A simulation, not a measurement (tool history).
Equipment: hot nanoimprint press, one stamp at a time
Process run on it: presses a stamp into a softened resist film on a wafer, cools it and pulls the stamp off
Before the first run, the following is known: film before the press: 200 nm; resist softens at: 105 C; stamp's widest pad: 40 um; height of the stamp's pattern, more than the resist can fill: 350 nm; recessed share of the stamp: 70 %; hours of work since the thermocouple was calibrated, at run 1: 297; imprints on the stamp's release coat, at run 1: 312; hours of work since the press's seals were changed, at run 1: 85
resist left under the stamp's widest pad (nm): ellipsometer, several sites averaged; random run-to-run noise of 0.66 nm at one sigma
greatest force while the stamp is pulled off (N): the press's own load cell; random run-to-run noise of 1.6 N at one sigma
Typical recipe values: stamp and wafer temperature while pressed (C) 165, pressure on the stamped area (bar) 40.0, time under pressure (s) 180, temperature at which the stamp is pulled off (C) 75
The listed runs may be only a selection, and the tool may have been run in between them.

| run | day | stamp and wafer temperature while pressed (C) | pressure on the stamped area (bar) | time under pressure (s) | temperature at which the stamp is pulled off (C) | hours of work since the thermocouple was calibrated | imprints on the stamp's release coat | hours of work since the press's seals were changed | resist left under the stamp's widest pad (nm) | greatest force while the stamp is pulled off (N) |
|---|---|---|---|---|---|---|---|---|---|---|
| 1 | 0.000 | 165 | 40.0 | 180 | 75 | 297 | 312 | 85 | 70.3 | 135 |
| 2 | 0.288 | 165 | 40.0 | 180 | 75 | 302 | 335 | 91 | 70.6 | 137 |
| 3 | 0.717 | 162 | 40.0 | 180 | 75 | 310 | 368 | 98 | 86.6 | 135 |
| 4 | 1.175 | 162 | 40.0 | 180 | 75 | 318 | 404 | 106 | 86.2 | 137 |
| 5 | 1.558 | 165 | 40.0 | 180 | 75 | 324 | 434 | 113 | 70.9 | 137 |
| 6 | 1.875 | 165 | 40.0 | 180 | 75 | 330 | 458 | 119 | 71.1 | 139 |
| 7 | 2.162 | 165 | 40.0 | 140 | 75 | 335 | 481 | 124 | 79.0 | 139 |
| 8 | 2.579 | 165 | 40.0 | 339 | 75 | 342 | 513 | 131 | 53.3 | 139 |
| 9 | 2.800 | 165 | 40.0 | 339 | 75 | 346 | 531 | 135 | 52.7 | 137 |
| 10 | 3.046 | 165 | 40.0 | 339 | 75 | 351 | 550 | 139 | 53.1 | 140 |
| 11 | 3.296 | 175 | 60.4 | 198 | 61 | 355 | 569 | 144 | 27.7 | 152 |
|  | 3.892 | stamp cleaned and given a new release coat |
| 12 | 3.992 | 175 | 60.4 | 198 | 61 | 363 | 8 | 152 | 27.8 | 148 |
| 13 | 4.212 | 175 | 52.6 | 142 | 61 | 367 | 25 | 155 | 35.3 | 150 |
| 14 | 4.438 | 166 | 40.0 | 180 | 72 | 371 | 43 | 159 | 65.1 | 142 |
| 15 | 4.704 | 164 | 43.8 | 180 | 72 | 376 | 64 | 164 | 71.7 | 142 |
| 16 | 4.958 | 164 | 61.9 | 180 | 69 | 380 | 84 | 169 | 61.4 | 145 |
| 17 | 5.421 | 153 | 40.0 | 161 | 75 | 388 | 120 | 177 | 148.5 | 138 |

Predict each of these 5 candidate next runs independently; none follows another, all start after run 17:
| A | 5.758 | 165 | 40.0 | 180 | 62 | 394 | 146 | 183 | ? | ? |
| B | 5.758 | 165 | 40.0 | 248 | 77 | 394 | 146 | 183 | ? | ? |
| C | 5.758 | 153 | 40.0 | 161 | 78 | 394 | 146 | 183 | ? | ? |
| D | 5.758 | 165 | 40.0 | 180 | 74 | 394 | 146 | 183 | ? | ? |
| E | 5.758 | 169 | 41.2 | 180 | 68 | 394 | 146 | 183 | ? | ? |

| run | resist left under the stamp's widest pad (nm) | greatest force while the stamp is pulled off (N) |
|---|---|---|
| A | 68.9 | 150 |
| B | 60.9 | 133 |
| C | 148.8 | 134 |
| D | 68.5 | 137 |
| E | 53.5 | 141 |
With the hidden condition removed and each run's random variation left untouched, the same runs would have given:
| run | resist left under the stamp's widest pad (nm) | greatest force while the stamp is pulled off (N) |
|---|---|---|
| A | 69.3 | 150 |
| B | 61.3 | 133 |
| C | 149.5 | 134 |
| D | 68.9 | 137 |
| E | 53.9 | 141 |
